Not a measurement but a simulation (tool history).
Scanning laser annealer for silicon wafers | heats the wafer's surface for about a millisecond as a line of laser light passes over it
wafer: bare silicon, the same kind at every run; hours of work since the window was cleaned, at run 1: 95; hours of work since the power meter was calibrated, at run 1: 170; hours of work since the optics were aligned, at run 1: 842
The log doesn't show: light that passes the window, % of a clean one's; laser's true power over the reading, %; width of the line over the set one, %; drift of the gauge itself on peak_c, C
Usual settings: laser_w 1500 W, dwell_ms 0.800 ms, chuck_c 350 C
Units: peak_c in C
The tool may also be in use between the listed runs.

run,hour,laser_w,dwell_ms,chuck_c,hours of work since the window was cleaned,hours of work since the power meter was calibrated,hours of work since the optics were aligned,peak_c
1,0.0,1500,0.800,350,95,170,842,1168
2,20.9,1500,0.800,350,109,185,856,1159
3,33.7,1500,0.800,350,118,193,864,1163
4,55.7,1500,0.888,350,133,208,879,1210
5,67.8,1500,0.800,374,141,217,888,1185
6,89.2,1500,0.800,374,155,231,902,1182
# hour 94.1: laser's power meter calibrated
7,109.4,1500,0.800,374,167,10,914,1182
8,131.4,1500,0.800,374,182,25,929,1184
9,142.7,1500,0.800,374,190,33,937,1183
# hour 159.0: laser's power meter calibrated, once more
10,166.1,1319,0.800,316,204,5,951,992
11,184.0,1319,0.800,316,216,17,963,992
12,205.9,1532,0.800,350,231,32,978,1166
13,227.3,1544,0.678,350,245,47,992,1098
14,236.5,1544,0.678,350,252,53,999,1096
15,255.9,1507,0.733,350,265,66,1012,1107
16,269.6,1507,0.733,350,274,75,1021,1108
17,291.2,1507,0.733,350,289,90,1036,1103

Forecast each of these 3 alternatives for the next run:
A,300.7,1638,0.632,345,295,97,1042,?
B,300.7,1639,0.628,382,295,97,1042,?
C,300.7,1301,0.845,335,295,97,1042,?

run,peak_c
A,1117
B,1150
C,1012
Without the tool's hidden state the same runs would have given:
run,peak_c
A,1160
B,1193
C,1050
